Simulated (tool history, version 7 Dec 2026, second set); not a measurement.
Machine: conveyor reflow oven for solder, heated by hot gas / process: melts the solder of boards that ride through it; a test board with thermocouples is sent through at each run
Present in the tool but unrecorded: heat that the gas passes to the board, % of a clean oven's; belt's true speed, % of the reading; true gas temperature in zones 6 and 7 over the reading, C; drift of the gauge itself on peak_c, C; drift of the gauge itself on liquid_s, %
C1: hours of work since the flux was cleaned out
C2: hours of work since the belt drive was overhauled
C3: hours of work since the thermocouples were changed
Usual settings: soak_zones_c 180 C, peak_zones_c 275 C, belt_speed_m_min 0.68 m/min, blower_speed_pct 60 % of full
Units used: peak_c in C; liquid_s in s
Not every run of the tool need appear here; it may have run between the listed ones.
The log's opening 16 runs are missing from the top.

Run 17, hour 316.9: usual settings but blower_speed_pct 74 % of full; C1 61; C2 804; C3 337. Result: peak_c 264 C, liquid_s 54.6 s.
Run 18, hour 331.6: usual settings but soak_zones_c 166 C, belt_speed_m_min 0.596 m/min, blower_speed_pct 74 % of full; C1 71; C2 814; C3 348. Result: peak_c 265.3 C, liquid_s 60 s.
Run 19, hour 345: usual settings but soak_zones_c 186 C, peak_zones_c 266 C, belt_speed_m_min 0.553 m/min, blower_speed_pct 85 % of full; C1 80; C2 823; C3 357. Result: peak_c 261.9 C, liquid_s 69.9 s.
Run 20, hour 357.7: usual settings but soak_zones_c 174 C, belt_speed_m_min 0.572 m/min; C1 89; C2 832; C3 366. Result: peak_c 264.4 C, liquid_s 64.1 s.
At hour 363.4: belt drive overhauled, speed set with a stopwatch.
Run 21, hour 381.5: usual settings but peak_zones_c 267 C; C1 103; C2 13; C3 379. Result: peak_c 252.7 C, liquid_s 49.6 s.
Run 22, hour 401.4: usual settings but peak_zones_c 267 C; C1 117; C2 26; C3 393. Result: peak_c 253.4 C, liquid_s 49.9 s.
Run 23, hour 417.6: usual settings but peak_zones_c 267 C; C1 128; C2 37; C3 404. Result: peak_c 253.3 C, liquid_s 49.7 s.
Run 24, hour 429.4: usual settings but peak_zones_c 267 C; C1 136; C2 46; C3 412. Result: peak_c 253.3 C, liquid_s 49.8 s.
At hour 441.1: belt drive overhauled, speed set with a stopwatch, once more.
Run 25, hour 461.3: usual settings but soak_zones_c 173 C, peak_zones_c 279 C, belt_speed_m_min 0.559 m/min, blower_speed_pct 75 % of full; C1 155; C2 14; C3 432. Result: peak_c 270.8 C, liquid_s 67 s.
Run 26, hour 486.5: usual settings but soak_zones_c 194 C, peak_zones_c 284 C, belt_speed_m_min 0.559 m/min, blower_speed_pct 73 % of full; C1 173; C2 31; C3 449. Result: peak_c 277.5 C, liquid_s 75.9 s.
Run 27, hour 502.5: usual settings but soak_zones_c 169 C, peak_zones_c 284 C, belt_speed_m_min 0.809 m/min, blower_speed_pct 86 % of full; C1 184; C2 42; C3 460. Result: peak_c 265.8 C, liquid_s 43.3 s.
Run 28, hour 526: usual settings but soak_zones_c 171 C, peak_zones_c 268 C, belt_speed_m_min 0.633 m/min, blower_speed_pct 53 % of full; C1 200; C2 59; C3 476. Result: peak_c 251.6 C, liquid_s 47.9 s.
Run 29, hour 553: usual settings but soak_zones_c 169 C, peak_zones_c 283 C, belt_speed_m_min 0.648 m/min, blower_speed_pct 69 % of full; C1 219; C2 77; C3 495. Result: peak_c 268.4 C, liquid_s 55.6 s.
Run 30, hour 576: usual settings but soak_zones_c 169 C, peak_zones_c 283 C, belt_speed_m_min 0.648 m/min, blower_speed_pct 69 % of full; C1 234; C2 93; C3 511. Result: peak_c 268.7 C, liquid_s 55.6 s.
Run 31, hour 593.8: usual settings but peak_zones_c 266 C, blower_speed_pct 52 % of full; C1 247; C2 105; C3 523. Result: peak_c 248.6 C, liquid_s 45 s.

Each row is a separate what-if for the run after 31, all from the same tool condition, not one after another. Results?
Run A, hour 606.8: usual settings but peak_zones_c 266 C, belt_speed_m_min 0.738 m/min, blower_speed_pct 71 % of full; C1 256; C2 114; C3 532. Result: peak_c ?, liquid_s ?.
Run B, hour 606.8: usual settings but blower_speed_pct 52 % of full; C1 256; C2 114; C3 532. Result: peak_c ?, liquid_s ?.
Run C, hour 606.8: usual settings but belt_speed_m_min 0.619 m/min, blower_speed_pct 61 % of full; C1 256; C2 114; C3 532. Result: peak_c ?, liquid_s ?.
Run D, hour 606.8: usual settings but soak_zones_c 174 C, peak_zones_c 265 C, blower_speed_pct 52 % of full; C1 256; C2 114; C3 532. Result: peak_c ?, liquid_s ?.

run  peak_c  liquid_s
  A   251.5      43.8
  B   256.4      49.5
  C   262.3      58.6
  D   246.5      41.9
Had the tool no hidden state, the same runs would have come out as:
run  peak_c  liquid_s
  A   251.1      43.7
  B   255.8      49.2
  C   261.6      58.1
  D   245.9      41.6
